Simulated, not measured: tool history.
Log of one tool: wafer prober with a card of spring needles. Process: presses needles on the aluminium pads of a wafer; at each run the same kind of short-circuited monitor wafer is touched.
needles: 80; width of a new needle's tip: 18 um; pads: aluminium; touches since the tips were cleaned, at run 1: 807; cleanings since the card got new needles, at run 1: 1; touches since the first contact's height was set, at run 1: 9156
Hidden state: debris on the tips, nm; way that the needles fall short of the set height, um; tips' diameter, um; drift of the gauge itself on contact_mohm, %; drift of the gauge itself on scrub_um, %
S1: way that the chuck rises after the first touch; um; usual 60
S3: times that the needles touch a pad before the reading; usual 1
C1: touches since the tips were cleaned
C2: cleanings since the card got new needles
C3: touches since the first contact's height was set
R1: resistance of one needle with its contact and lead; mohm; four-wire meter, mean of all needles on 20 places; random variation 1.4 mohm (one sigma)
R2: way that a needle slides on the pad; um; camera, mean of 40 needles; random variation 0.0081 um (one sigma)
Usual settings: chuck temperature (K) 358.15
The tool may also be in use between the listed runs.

{"run": 1, "hour": 0.0, "S1": 60, "chuck temperature (K)": 358.15, "S3": 1, "C1": 807, "C2": 1, "C3": 9156, "R1": 115, "R2": 8.204}
{"run": 2, "hour": 8.3, "S1": 60, "chuck temperature (K)": 358.15, "S3": 1, "C1": 3678, "C2": 1, "C3": 12027, "R1": 117, "R2": 8.211}
{"run": 3, "hour": 14.5, "S1": 60, "chuck temperature (K)": 302.15, "S3": 1, "C1": 5818, "C2": 1, "C3": 14167, "R1": 108, "R2": 8.196}
{"hour": 21.0, "done": "tips cleaned on abrasive film"}
{"run": 4, "hour": 23.7, "S1": 60, "chuck temperature (K)": 302.15, "S3": 1, "C1": 950, "C2": 2, "C3": 17304, "R1": 108, "R2": 8.222}
{"run": 5, "hour": 36.0, "S1": 60, "chuck temperature (K)": 302.15, "S3": 1, "C1": 5181, "C2": 2, "C3": 21535, "R1": 108, "R2": 8.214}
{"run": 6, "hour": 41.8, "S1": 60, "chuck temperature (K)": 358.15, "S3": 1, "C1": 7169, "C2": 2, "C3": 23523, "R1": 115, "R2": 8.213}
{"hour": 44.5, "done": "tips cleaned on abrasive film"}
{"run": 7, "hour": 49.4, "S1": 60, "chuck temperature (K)": 358.15, "S3": 1, "C1": 1687, "C2": 3, "C3": 26102, "R1": 113, "R2": 8.216}
{"run": 8, "hour": 54.9, "S1": 60, "chuck temperature (K)": 358.15, "S3": 1, "C1": 3593, "C2": 3, "C3": 28008, "R1": 115, "R2": 8.205}
{"run": 9, "hour": 61.4, "S1": 60, "chuck temperature (K)": 358.15, "S3": 3, "C1": 5834, "C2": 3, "C3": 30249, "R1": 117, "R2": 8.197}
{"run": 10, "hour": 67.3, "S1": 73, "chuck temperature (K)": 313.15, "S3": 1, "C1": 7882, "C2": 3, "C3": 32297, "R1": 111, "R2": 9.987}
{"hour": 68.6, "done": "tips cleaned on abrasive film"}
{"run": 11, "hour": 73.0, "S1": 41, "chuck temperature (K)": 313.15, "S3": 3, "C1": 1520, "C2": 4, "C3": 34204, "R1": 114, "R2": 5.605}
{"run": 12, "hour": 85.6, "S1": 49, "chuck temperature (K)": 298.15, "S3": 3, "C1": 5864, "C2": 4, "C3": 38548, "R1": 110, "R2": 6.7}
{"run": 13, "hour": 91.1, "S1": 45, "chuck temperature (K)": 299.15, "S3": 1, "C1": 7768, "C2": 4, "C3": 40452, "R1": 111, "R2": 6.166}
{"hour": 91.7, "done": "tips cleaned on abrasive film"}
{"run": 14, "hour": 98.1, "S1": 60, "chuck temperature (K)": 299.15, "S3": 3, "C1": 2205, "C2": 5, "C3": 42836, "R1": 107, "R2": 8.209}
{"run": 15, "hour": 110.2, "S1": 60, "chuck temperature (K)": 394.15, "S3": 2, "C1": 6384, "C2": 5, "C3": 47015, "R1": 119, "R2": 8.205}
{"hour": 115.6, "done": "tips cleaned on abrasive film"}
{"run": 16, "hour": 120.9, "S1": 60, "chuck temperature (K)": 394.15, "S3": 2, "C1": 1828, "C2": 6, "C3": 50665, "R1": 120, "R2": 8.199}
{"run": 17, "hour": 128.7, "S1": 50, "chuck temperature (K)": 306.15, "S3": 1, "C1": 4494, "C2": 6, "C3": 53331, "R1": 110, "R2": 6.85}
{"run": 18, "hour": 134.2, "S1": 50, "chuck temperature (K)": 306.15, "S3": 1, "C1": 6401, "C2": 6, "C3": 55238, "R1": 110, "R2": 6.845}

Hidden state at the last listed run before each entry between runs and at the first one after, where it differs:
Between runs 3 and 4: tips cleaned on abrasive film (hour 21.0)
  debris on the tips, nm: 1 -> 0.4
Between runs 6 and 7: tips cleaned on abrasive film (hour 44.5)
  debris on the tips, nm: 1 -> 0.5
Between runs 10 and 11: tips cleaned on abrasive film (hour 68.6)
  debris on the tips, nm: 1.1 -> 0.5
Between runs 13 and 14: tips cleaned on abrasive film (hour 91.7)
  debris on the tips, nm: 1.1 -> 0.6
Between runs 15 and 16: tips cleaned on abrasive film (hour 115.6)
  debris on the tips, nm: 1 -> 0.5

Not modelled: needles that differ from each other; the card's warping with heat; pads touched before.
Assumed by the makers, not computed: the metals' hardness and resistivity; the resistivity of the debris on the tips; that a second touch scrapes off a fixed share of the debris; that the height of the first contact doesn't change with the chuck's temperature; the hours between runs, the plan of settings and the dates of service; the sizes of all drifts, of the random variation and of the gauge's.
